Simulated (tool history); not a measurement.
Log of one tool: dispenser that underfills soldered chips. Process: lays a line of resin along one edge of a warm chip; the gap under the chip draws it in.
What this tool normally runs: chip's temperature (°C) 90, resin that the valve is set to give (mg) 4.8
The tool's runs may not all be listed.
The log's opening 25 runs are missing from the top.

run,hour,chip's temperature (°C),resin that the valve is set to give (mg),time until the resin shows at the far edge (s),resin that the valve gave (mg)
# hour 158.9: new syringe of resin
26,159.7,76,4.83,33.1,4.69
27,165.2,76,4.21,40.6,4.12
28,169.8,75,4.8,49.2,4.65
# hour 174.5: new syringe of resin
29,174.5,97,6.01,12.3,5.81
30,178.9,97,6.01,13.2,5.81
31,186.4,91,4.84,24,4.67
# hour 190.4: new syringe of resin
32,193.4,78,4.71,32.9,4.54
33,197.9,78,4.9,38.1,4.74
# hour 206.3: new syringe of resin
34,206.4,78,4.9,28.8,4.7
35,211.5,89,4.9,20.8,4.71

Here are 5 independent what-if runs from the current tool condition. What would each one return?
# hour 218.8: dispensing valve cleaned and set on the balance
A,220.3,100,5.16,?,?
# hour 218.8: dispensing valve cleaned and set on the balance
B,220.3,83,4.19,?,?
# hour 218.8: dispensing valve cleaned and set on the balance
C,220.3,94,5.02,?,?
# hour 218.8: dispensing valve cleaned and set on the balance
D,220.3,89,4.56,?,?
# hour 218.8: dispensing valve cleaned and set on the balance
E,220.3,99,5.66,?,?

run,time until the resin shows at the far edge (s),resin that the valve gave (mg)
A,16.5,5.12
B,37.6,4.18
C,21.5,5.02
D,27.9,4.56
E,16.9,5.68
What these runs would have given with no unlogged condition in the tool:
run,time until the resin shows at the far edge (s),resin that the valve gave (mg)
A,10.7,5.12
B,24.6,4.18
C,13.9,5.02
D,18.2,4.56
E,10.9,5.68
